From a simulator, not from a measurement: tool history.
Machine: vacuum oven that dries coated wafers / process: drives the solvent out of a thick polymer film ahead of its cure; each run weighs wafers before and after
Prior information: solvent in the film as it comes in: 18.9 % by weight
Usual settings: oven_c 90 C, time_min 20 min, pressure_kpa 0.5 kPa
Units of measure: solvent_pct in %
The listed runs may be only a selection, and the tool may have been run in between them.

{"run": 1, "hour": 0.0, "oven_c": 90, "time_min": 20, "pressure_kpa": 0.5, "solvent_pct": 2.82}
{"run": 2, "hour": 40.1, "oven_c": 90, "time_min": 20, "pressure_kpa": 0.462, "solvent_pct": 2.91}
{"run": 3, "hour": 71.2, "oven_c": 90, "time_min": 36, "pressure_kpa": 0.5, "solvent_pct": 1.08}
{"run": 4, "hour": 110.0, "oven_c": 90, "time_min": 20, "pressure_kpa": 0.5, "solvent_pct": 3.07}
{"run": 5, "hour": 153.2, "oven_c": 90, "time_min": 20, "pressure_kpa": 0.5, "solvent_pct": 3.04}
{"hour": 159.5, "done": "oven's thermocouples calibrated"}
{"run": 6, "hour": 203.9, "oven_c": 90, "time_min": 12, "pressure_kpa": 0.5, "solvent_pct": 5.62}
{"run": 7, "hour": 240.6, "oven_c": 90, "time_min": 12, "pressure_kpa": 0.5, "solvent_pct": 5.6}
{"run": 8, "hour": 268.3, "oven_c": 90, "time_min": 12, "pressure_kpa": 0.5, "solvent_pct": 5.76}
{"run": 9, "hour": 297.7, "oven_c": 90, "time_min": 12, "pressure_kpa": 0.5, "solvent_pct": 5.71}
{"hour": 323.8, "done": "oven's thermocouples calibrated, once more"}
{"run": 10, "hour": 334.4, "oven_c": 90, "time_min": 12, "pressure_kpa": 0.5, "solvent_pct": 5.24}
{"run": 11, "hour": 376.1, "oven_c": 90, "time_min": 12, "pressure_kpa": 0.5, "solvent_pct": 5.15}
{"run": 12, "hour": 407.8, "oven_c": 96, "time_min": 20, "pressure_kpa": 0.721, "solvent_pct": 1.45}
{"run": 13, "hour": 445.3, "oven_c": 90, "time_min": 34, "pressure_kpa": 1.157, "solvent_pct": 1.57}

Each row is a separate what-if for the run after 13, all from the same tool condition, not one after another. Results?
{"run": "A", "hour": 487.6, "oven_c": 90, "time_min": 34, "pressure_kpa": 1.27, "solvent_pct": "?"}
{"run": "B", "hour": 487.6, "oven_c": 96, "time_min": 34, "pressure_kpa": 0.299, "solvent_pct": "?"}
{"run": "C", "hour": 487.6, "oven_c": 90, "time_min": 34, "pressure_kpa": 0.596, "solvent_pct": "?"}

run=A solvent_pct=1.7
run=B solvent_pct=0.43
run=C solvent_pct=1.19
Without the tool's unlogged condition, the same runs would have read:
run=A solvent_pct=1.57
run=B solvent_pct=0.31
run=C solvent_pct=1.05

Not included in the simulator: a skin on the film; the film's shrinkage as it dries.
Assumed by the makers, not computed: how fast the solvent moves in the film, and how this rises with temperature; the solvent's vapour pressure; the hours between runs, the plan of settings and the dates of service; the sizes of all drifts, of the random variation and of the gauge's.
